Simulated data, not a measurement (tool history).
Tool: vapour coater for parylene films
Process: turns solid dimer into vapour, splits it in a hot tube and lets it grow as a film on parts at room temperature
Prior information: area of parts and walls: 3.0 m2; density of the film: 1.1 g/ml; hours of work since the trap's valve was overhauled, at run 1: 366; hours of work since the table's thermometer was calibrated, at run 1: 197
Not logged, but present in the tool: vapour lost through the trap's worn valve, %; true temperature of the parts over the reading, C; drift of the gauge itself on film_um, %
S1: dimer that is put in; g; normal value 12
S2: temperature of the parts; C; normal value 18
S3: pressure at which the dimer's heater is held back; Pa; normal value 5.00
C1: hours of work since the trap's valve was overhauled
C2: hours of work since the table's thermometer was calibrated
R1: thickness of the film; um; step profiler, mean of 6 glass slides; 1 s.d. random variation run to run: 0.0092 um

run 1 day=0.000 | S1=12 S2=18 S3=5.00 | C1=366 C2=197 | R1=2.783
run 2 day=2.108 | S1=12 S2=18 S3=5.00 | C1=400 C2=231 | R1=2.785
run 3 day=3.946 | S1=12 S2=18 S3=5.00 | C1=430 C2=261 | R1=2.776
-- day=4.267 trap's valve overhauled
run 4 day=6.546 | S1=12 S2=18 S3=5.00 | C1=37 C2=301 | R1=2.881
run 5 day=7.967 | S1=12 S2=18 S3=5.00 | C1=60 C2=324 | R1=2.880
run 6 day=9.608 | S1=12 S2=18 S3=6.09 | C1=87 C2=351 | R1=2.792
run 7 day=10.917 | S1=12 S2=21 S3=5.00 | C1=108 C2=372 | R1=2.697
run 8 day=12.112 | S1=12 S2=14 S3=5.00 | C1=128 C2=392 | R1=3.097
run 9 day=13.283 | S1=12 S2=14 S3=5.00 | C1=147 C2=411 | R1=3.115
run 10 day=15.192 | S1=12 S2=14 S3=5.00 | C1=178 C2=442 | R1=3.084
run 11 day=17.600 | S1=6 S2=20 S3=5.35 | C1=218 C2=481 | R1=1.342
run 12 day=19.562 | S1=6 S2=20 S3=5.35 | C1=250 C2=513 | R1=1.351
run 13 day=21.588 | S1=6 S2=20 S3=5.35 | C1=283 C2=546 | R1=1.339
run 14 day=23.488 | S1=12 S2=27 S3=2.38 | C1=314 C2=577 | R1=2.611
run 15 day=25.317 | S1=15 S2=11 S3=2.31 | C1=343 C2=607 | R1=4.263
run 16 day=27.200 | S1=17 S2=11 S3=2.31 | C1=374 C2=638 | R1=4.842
run 17 day=28.608 | S1=10 S2=17 S3=4.15 | C1=397 C2=661 | R1=2.437
-- day=31.117 trap's valve overhauled
run 18 day=31.117 | S1=14 S2=18 S3=4.15 | C1=0 C2=699 | R1=3.495
run 19 day=32.875 | S1=8 S2=19 S3=7.22 | C1=29 C2=728 | R1=1.802

Measured minus without-hidden-state, run by run (identical run-to-run variation in each term; gauge scatter may differ):
run=1 R1=-0.112
run=2 R1=-0.122
run=3 R1=-0.129
run=4 R1=-0.017
run=5 R1=-0.022
run=6 R1=-0.029
run=7 R1=-0.033
run=8 R1=-0.044
run=9 R1=-0.050
run=10 R1=-0.060
run=11 R1=-0.031
run=12 R1=-0.036
run=13 R1=-0.039
run=14 R1=-0.085
run=15 R1=-0.170
run=16 R1=-0.209
run=17 R1=-0.100
run=18 R1=+0.011
run=19 R1=+0.001

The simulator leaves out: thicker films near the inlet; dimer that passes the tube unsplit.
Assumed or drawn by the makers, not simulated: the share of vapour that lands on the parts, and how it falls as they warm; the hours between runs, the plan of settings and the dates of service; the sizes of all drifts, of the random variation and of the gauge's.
